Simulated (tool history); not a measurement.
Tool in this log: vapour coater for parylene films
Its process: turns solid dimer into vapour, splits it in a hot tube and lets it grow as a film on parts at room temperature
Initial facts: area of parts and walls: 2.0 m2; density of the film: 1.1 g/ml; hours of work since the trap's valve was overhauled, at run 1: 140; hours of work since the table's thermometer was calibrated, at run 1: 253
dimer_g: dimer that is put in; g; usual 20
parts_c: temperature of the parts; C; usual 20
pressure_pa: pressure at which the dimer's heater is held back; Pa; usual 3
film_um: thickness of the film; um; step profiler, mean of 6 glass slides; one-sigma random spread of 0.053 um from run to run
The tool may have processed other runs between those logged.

run	day	dimer_g	parts_c	pressure_pa	hours of work since the trap's valve was overhauled	hours of work since the table's thermometer was calibrated	film_um
1	0	20	20	3	140	253	5.87
2	0.546	9	20	3	151	264	2.64
3	0.892	9	20	3	158	270	2.62
4	1.217	9	20	3	164	277	2.59
5	1.946	20	31	3	178	291	4.67
6	2.517	20	31	3	189	302	4.68
7	3.1	20	31	3	200	313	4.65
8	3.754	20	31	3	212	325	4.59
9	4.504	20	31	3	227	340	4.61
10	5.229	20	28	3	241	354	4.91
11	5.554	20	12	3	247	360	6.58
12	6.142	20	12	3	258	371	6.62
13	6.646	20	12	3	268	381	6.53
14	7.412	20	12	3	283	395	6.56
# day 7.688: trap's valve overhauled
15	7.933	20	20	3	5	402	5.31
16	8.346	20	20	3	13	410	5.33
17	9.062	20	20	3	26	424	5.28
18	9.817	20	20	3	41	438	5.3
19	10.267	20	31	3	50	447	4.3
20	10.858	13	16	6.65	61	458	3.23
21	11.592	13	16	6.65	75	472	3.27
# day 11.996: trap's valve overhauled, once more
22	12.475	17	12	3	9	486	6.05
23	12.825	36	16	8.48	16	493	9.85
24	13.304	12	20	7.25	25	502	3.1
25	13.712	15	30	3.77	33	510	3.54
26	14.038	20	28	3	39	516	5.16
27	14.538	20	28	3	49	526	5.16
28	14.871	23	13	6.4	55	532	6.92
29	15.429	23	13	6.4	66	543	6.91
30	15.754	24	20	3	72	549	7.1
31	16.371	24	20	3	84	561	7.09
32	17.029	24	20	3	97	574	7.02
33	17.6	21	20	2.6	107	585	6.34
34	18	12	16	2.9	115	592	3.76
35	18.729	10	32	2.9	129	606	2.35
36	19.217	9	13	10.98	139	616	2.38
37	19.808	18	24	8.37	150	627	4.05
38	20.362	30	24	4.83	161	638	7.3

Describe how what the log doesn't record of the tool's condition differs between the last listed run preceding each entry between runs and the first listed run following it.
Runs 14 to 15: trap's valve overhauled (day 7.688)
  vapour lost through the trap's worn valve, %: 7.9 -> 11.7
  measured minus no-state result, film_um: -0.56 -> -0.7 um
Runs 21 to 22: trap's valve overhauled, once more (day 11.996)
  vapour lost through the trap's worn valve, %: 13.6 -> 0.7
  measured minus no-state result, film_um: -0.51 -> -0.04 um

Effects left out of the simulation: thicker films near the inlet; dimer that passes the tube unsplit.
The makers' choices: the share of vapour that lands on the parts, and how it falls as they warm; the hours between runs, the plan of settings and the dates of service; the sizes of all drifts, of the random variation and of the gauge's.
